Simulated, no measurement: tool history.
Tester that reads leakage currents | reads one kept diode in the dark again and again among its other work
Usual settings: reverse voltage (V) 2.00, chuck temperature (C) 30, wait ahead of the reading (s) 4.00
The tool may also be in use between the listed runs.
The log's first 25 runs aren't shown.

run,hour,reverse voltage (V),chuck temperature (C),wait ahead of the reading (s),current that the tester gives (pA)
26,1073.0,19.22,39,0.64,74.88
27,1118.4,19.22,39,0.64,75.10
28,1171.0,7.86,30,6.27,19.70
29,1218.3,3.70,53,0.96,71.01
30,1270.3,3.70,53,0.96,71.07
31,1300.0,3.70,53,0.82,71.37
# hour 1316.9: chuck's temperature calibrated
32,1358.4,3.70,53,0.82,71.94
33,1388.8,13.87,30,3.95,28.15

4 ways to go on from here, each from the tool as it stands after run 33. What would each give?
A,1451.1,3.33,30,0.50,?
B,1451.1,13.87,21,9.19,?
C,1451.1,2.55,30,4.00,?
D,1451.1,2.56,34,0.53,?

run,current that the tester gives (pA)
A,13.31
B,13.28
C,10.09
D,14.94
Without the tool's hidden state the same runs would have given:
run,current that the tester gives (pA)
A,13.31
B,13.25
C,10.09
D,14.94

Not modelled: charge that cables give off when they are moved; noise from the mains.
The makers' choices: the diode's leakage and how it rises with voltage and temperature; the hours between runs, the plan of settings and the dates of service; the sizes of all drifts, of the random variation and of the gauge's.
